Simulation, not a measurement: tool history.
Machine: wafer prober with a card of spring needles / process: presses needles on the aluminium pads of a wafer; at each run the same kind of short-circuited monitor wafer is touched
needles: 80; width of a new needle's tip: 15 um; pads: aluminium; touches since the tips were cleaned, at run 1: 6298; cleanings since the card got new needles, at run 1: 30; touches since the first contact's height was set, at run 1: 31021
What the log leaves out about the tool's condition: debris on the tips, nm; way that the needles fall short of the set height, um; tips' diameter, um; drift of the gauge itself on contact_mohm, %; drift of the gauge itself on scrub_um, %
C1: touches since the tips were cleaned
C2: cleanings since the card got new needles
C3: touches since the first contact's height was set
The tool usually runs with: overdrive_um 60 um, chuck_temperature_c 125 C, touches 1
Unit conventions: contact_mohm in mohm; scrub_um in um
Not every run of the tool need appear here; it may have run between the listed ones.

run 1 hour=0.0 | overdrive_um=60 chuck_temperature_c=125 touches=1 | C1=6298 C2=30 C3=31021 | contact_mohm=267 scrub_um=10.349
-- hour=7.8 tips cleaned on abrasive film
run 2 hour=30.3 | overdrive_um=60 chuck_temperature_c=125 touches=1 | C1=6052 C2=31 C3=39133 | contact_mohm=269 scrub_um=10.349
-- hour=39.4 tips cleaned on abrasive film
run 3 hour=66.2 | overdrive_um=60 chuck_temperature_c=125 touches=1 | C1=7208 C2=32 C3=48770 | contact_mohm=275 scrub_um=10.352
-- hour=72.8 tips cleaned on abrasive film
run 4 hour=83.8 | overdrive_um=47 chuck_temperature_c=125 touches=1 | C1=2956 C2=33 C3=53481 | contact_mohm=279 scrub_um=8.121
-- hour=103.9 tips cleaned on abrasive film
run 5 hour=114.6 | overdrive_um=66 chuck_temperature_c=125 touches=1 | C1=2892 C2=34 C3=61746 | contact_mohm=267 scrub_um=11.398
-- hour=138.4 tips cleaned on abrasive film
run 6 hour=142.5 | overdrive_um=66 chuck_temperature_c=104 touches=1 | C1=1088 C2=35 C3=69215 | contact_mohm=264 scrub_um=11.389
run 7 hour=159.3 | overdrive_um=60 chuck_temperature_c=125 touches=1 | C1=5621 C2=35 C3=73748 | contact_mohm=273 scrub_um=10.351
-- hour=172.3 tips cleaned on abrasive film
run 8 hour=189.4 | overdrive_um=60 chuck_temperature_c=125 touches=1 | C1=4616 C2=36 C3=81828 | contact_mohm=268 scrub_um=10.356
-- hour=203.1 tips cleaned on abrasive film
run 9 hour=224.7 | overdrive_um=60 chuck_temperature_c=125 touches=1 | C1=5799 C2=37 C3=91278 | contact_mohm=273 scrub_um=10.344
-- hour=235.6 tips cleaned on abrasive film
run 10 hour=249.2 | overdrive_um=60 chuck_temperature_c=25 touches=1 | C1=3645 C2=38 C3=97838 | contact_mohm=244 scrub_um=10.343
-- hour=267.3 tips cleaned on abrasive film
run 11 hour=278.2 | overdrive_um=60 chuck_temperature_c=125 touches=1 | C1=2938 C2=39 C3=105636 | contact_mohm=274 scrub_um=10.352
-- hour=298.8 tips cleaned on abrasive film
run 12 hour=298.8 | overdrive_um=60 chuck_temperature_c=125 touches=1 | C1=0 C2=40 C3=111131 | contact_mohm=269 scrub_um=10.351
run 13 hour=315.9 | overdrive_um=70 chuck_temperature_c=30 touches=1 | C1=4623 C2=40 C3=115754 | contact_mohm=244 scrub_um=12.079
-- hour=331.7 tips cleaned on abrasive film
run 14 hour=344.6 | overdrive_um=70 chuck_temperature_c=30 touches=2 | C1=3465 C2=41 C3=123424 | contact_mohm=242 scrub_um=12.067
-- hour=363.8 tips cleaned on abrasive film
-- hour=364.1 height of the first contact set anew
run 15 hour=364.9 | overdrive_um=56 chuck_temperature_c=65 touches=1 | C1=229 C2=42 C3=229 | contact_mohm=257 scrub_um=9.644
-- hour=397.4 tips cleaned on abrasive film
run 16 hour=404.6 | overdrive_um=66 chuck_temperature_c=88 touches=2 | C1=1945 C2=43 C3=10879 | contact_mohm=263 scrub_um=11.388
run 17 hour=425.4 | overdrive_um=42 chuck_temperature_c=100 touches=1 | C1=7536 C2=43 C3=16470 | contact_mohm=272 scrub_um=7.257
-- hour=428.6 tips cleaned on abrasive film
run 18 hour=443.0 | overdrive_um=42 chuck_temperature_c=100 touches=1 | C1=3867 C2=44 C3=21173 | contact_mohm=274 scrub_um=7.235
-- hour=460.6 tips cleaned on abrasive film
run 19 hour=461.6 | overdrive_um=72 chuck_temperature_c=37 touches=1 | C1=290 C2=45 C3=26168 | contact_mohm=245 scrub_um=12.420
run 20 hour=486.1 | overdrive_um=68 chuck_temperature_c=42 touches=2 | C1=6868 C2=45 C3=32746 | contact_mohm=248 scrub_um=11.739
-- hour=492.7 tips cleaned on abrasive film
-- hour=523.9 tips cleaned on abrasive film
run 21 hour=523.9 | overdrive_um=68 chuck_temperature_c=42 touches=2 | C1=0 C2=47 C3=42865 | contact_mohm=244 scrub_um=11.738
-- hour=555.3 tips cleaned on abrasive film
run 22 hour=564.7 | overdrive_um=68 chuck_temperature_c=53 touches=3 | C1=2527 C2=48 C3=53806 | contact_mohm=250 scrub_um=11.727
run 23 hour=581.9 | overdrive_um=68 chuck_temperature_c=63 touches=3 | C1=7170 C2=48 C3=58449 | contact_mohm=254 scrub_um=11.716
-- hour=588.5 tips cleaned on abrasive film
run 24 hour=604.2 | overdrive_um=62 chuck_temperature_c=125 touches=1 | C1=4241 C2=49 C3=64419 | contact_mohm=267 scrub_um=10.685

What if the next run were any one of these 3? Each begins from the tool's condition after run 24:
-- hour=621.2 tips cleaned on abrasive film
run A hour=634.5 | overdrive_um=60 chuck_temperature_c=28 touches=1 | C1=3575 C2=50 C3=72538 | contact_mohm=? scrub_um=?
-- hour=621.2 tips cleaned on abrasive film
run B hour=634.5 | overdrive_um=43 chuck_temperature_c=125 touches=1 | C1=3575 C2=50 C3=72538 | contact_mohm=? scrub_um=?
-- hour=621.2 tips cleaned on abrasive film
run C hour=634.5 | overdrive_um=51 chuck_temperature_c=43 touches=1 | C1=3575 C2=50 C3=72538 | contact_mohm=? scrub_um=?

run=A contact_mohm=247 scrub_um=10.328
run=B contact_mohm=273 scrub_um=7.421
run=C contact_mohm=254 scrub_um=8.792
The same runs, with their run-to-run variation unchanged, on a tool lacking any hidden condition would have given:
run=A contact_mohm=246 scrub_um=10.329
run=B contact_mohm=272 scrub_um=7.422
run=C contact_mohm=253 scrub_um=8.794

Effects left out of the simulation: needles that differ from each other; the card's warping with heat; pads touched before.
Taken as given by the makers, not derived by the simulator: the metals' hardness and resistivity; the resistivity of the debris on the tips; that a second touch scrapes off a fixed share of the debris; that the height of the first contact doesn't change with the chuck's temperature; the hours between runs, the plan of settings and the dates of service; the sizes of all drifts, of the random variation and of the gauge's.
